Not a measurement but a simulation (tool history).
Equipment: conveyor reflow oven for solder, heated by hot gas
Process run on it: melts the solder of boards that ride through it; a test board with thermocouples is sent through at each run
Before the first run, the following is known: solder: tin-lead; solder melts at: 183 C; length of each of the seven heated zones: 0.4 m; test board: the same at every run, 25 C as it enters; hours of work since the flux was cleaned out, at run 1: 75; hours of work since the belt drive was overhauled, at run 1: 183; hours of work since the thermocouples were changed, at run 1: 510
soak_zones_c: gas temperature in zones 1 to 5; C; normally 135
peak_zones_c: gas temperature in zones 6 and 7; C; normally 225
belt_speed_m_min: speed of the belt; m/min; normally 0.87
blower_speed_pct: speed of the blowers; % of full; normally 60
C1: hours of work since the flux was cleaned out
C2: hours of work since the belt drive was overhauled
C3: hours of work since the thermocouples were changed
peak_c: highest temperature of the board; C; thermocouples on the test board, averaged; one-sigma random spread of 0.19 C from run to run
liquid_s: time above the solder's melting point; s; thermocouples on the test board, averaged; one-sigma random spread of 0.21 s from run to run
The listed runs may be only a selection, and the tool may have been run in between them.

{"run": 1, "hour": 0.0, "soak_zones_c": 135, "peak_zones_c": 225, "belt_speed_m_min": 0.87, "blower_speed_pct": 60, "C1": 75, "C2": 183, "C3": 510, "peak_c": 204.1, "liquid_s": 30.6}
{"run": 2, "hour": 12.6, "soak_zones_c": 120, "peak_zones_c": 225, "belt_speed_m_min": 0.87, "blower_speed_pct": 60, "C1": 85, "C2": 192, "C3": 519, "peak_c": 200.5, "liquid_s": 23.5}
{"run": 3, "hour": 26.8, "soak_zones_c": 120, "peak_zones_c": 225, "belt_speed_m_min": 0.87, "blower_speed_pct": 60, "C1": 95, "C2": 202, "C3": 529, "peak_c": 200.5, "liquid_s": 23.8}
{"run": 4, "hour": 38.3, "soak_zones_c": 120, "peak_zones_c": 225, "belt_speed_m_min": 0.87, "blower_speed_pct": 60, "C1": 103, "C2": 210, "C3": 537, "peak_c": 200.2, "liquid_s": 23.5}
{"run": 5, "hour": 52.6, "soak_zones_c": 120, "peak_zones_c": 225, "belt_speed_m_min": 0.87, "blower_speed_pct": 60, "C1": 113, "C2": 221, "C3": 548, "peak_c": 200.1, "liquid_s": 24.0}
{"run": 6, "hour": 66.6, "soak_zones_c": 135, "peak_zones_c": 225, "belt_speed_m_min": 0.87, "blower_speed_pct": 72, "C1": 124, "C2": 231, "C3": 558, "peak_c": 206.3, "liquid_s": 32.6}
{"run": 7, "hour": 82.5, "soak_zones_c": 135, "peak_zones_c": 225, "belt_speed_m_min": 0.87, "blower_speed_pct": 72, "C1": 135, "C2": 242, "C3": 569, "peak_c": 205.8, "liquid_s": 32.6}
{"run": 8, "hour": 100.2, "soak_zones_c": 135, "peak_zones_c": 225, "belt_speed_m_min": 0.87, "blower_speed_pct": 72, "C1": 148, "C2": 255, "C3": 582, "peak_c": 205.9, "liquid_s": 32.3}
{"run": 9, "hour": 114.8, "soak_zones_c": 147, "peak_zones_c": 225, "belt_speed_m_min": 0.87, "blower_speed_pct": 60, "C1": 158, "C2": 265, "C3": 593, "peak_c": 206.2, "liquid_s": 35.4}

The next listed run, before its measurement:
{"run": 10, "hour": 123.0, "soak_zones_c": 147, "peak_zones_c": 225, "belt_speed_m_min": 0.87, "blower_speed_pct": 62, "C1": 164, "C2": 271, "C3": 598, "peak_c": "?", "liquid_s": "?"}

For run 10 the tool returned peak_c 206.8 C, liquid_s 35.8 s.
If the tool had no hidden condition, the same run with the same run-to-run variation would have returned peak_c 207.4 C, liquid_s 36.5 s.

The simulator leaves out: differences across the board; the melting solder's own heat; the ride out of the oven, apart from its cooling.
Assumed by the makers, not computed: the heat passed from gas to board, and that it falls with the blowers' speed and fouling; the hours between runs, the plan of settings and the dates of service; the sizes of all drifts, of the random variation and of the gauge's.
